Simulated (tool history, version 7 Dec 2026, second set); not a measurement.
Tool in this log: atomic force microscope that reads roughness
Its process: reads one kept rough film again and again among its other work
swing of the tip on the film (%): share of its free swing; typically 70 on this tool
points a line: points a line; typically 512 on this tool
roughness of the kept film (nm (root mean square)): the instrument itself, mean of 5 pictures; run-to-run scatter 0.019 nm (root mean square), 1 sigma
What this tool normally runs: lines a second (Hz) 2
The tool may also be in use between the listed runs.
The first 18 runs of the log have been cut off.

run    hour  lines a second (Hz)  swing of the tip on the film (%)  points a line  roughness of the kept film (nm (root mean square))
        665  -- new tip fitted
 19   669.9                    2                                70            259                                               4.492
 20   708.2                 0.73                                56            778                                               4.358
      738.2  -- new tip fitted
 21   753.9                 0.73                                56            778                                               4.575
 22   789.4                    2                                70            586                                               4.073
      810.2  -- new tip fitted
 23   816.7                 0.76                                73            586                                                4.61
 24   859.4                 0.76                                73            586                                               4.245
      879.9  -- new tip fitted
 25   898.2                 3.16                                58            586                                               4.401
 26   937.1                 0.79                                57            272                                               4.179
      951.9  -- new tip fitted
 27   960.5                 0.79                                57            272                                               4.622
 28   991.9                    2                                70            337                                               4.141
     1022.9  -- new tip fitted
 29  1027.3                 2.76                                75            262                                                 4.3
 30  1059.4                 0.72                                88            942                                                4.23
     1094.6  -- new tip fitted
 31    1095                 2.89                                88            467                                               3.961
 32  1125.6                 2.89                                59            400                                               4.305
     1165.8  -- new tip fitted
 33  1169.5                 1.82                                89            258                                               4.196
 34  1199.9                 1.82                                89            258                                               3.924
 35  1226.3                 0.69                                89            331                                               4.085
     1235.8  -- new tip fitted
 36  1265.1                 1.57                                82            512                                                 4.2
 37  1291.8                 1.57                                82            512                                               3.979
     1305.4  -- new tip fitted
 38  1324.9                 1.57                                82            512                                                4.25

Alternative continuations, all from the tool just after run 38; predict every row:
  A  1364.9                 2.62                                82            512                                                   ?
  B  1364.9                 1.51                                70            290                                                   ?
  C  1364.9                 1.08                                82            597                                                   ?
  D  1364.9                 2.06                                72            805                                                   ?

run  roughness of the kept film (nm (root mean square))
  A                                               3.746
  B                                               4.083
  C                                               4.038
  D                                               3.965
Stripped of hidden state, with their random variation kept, the same runs would have yielded:
run  roughness of the kept film (nm (root mean square))
  A                                               4.249
  B                                                4.63
  C                                                4.58
  D                                               4.499
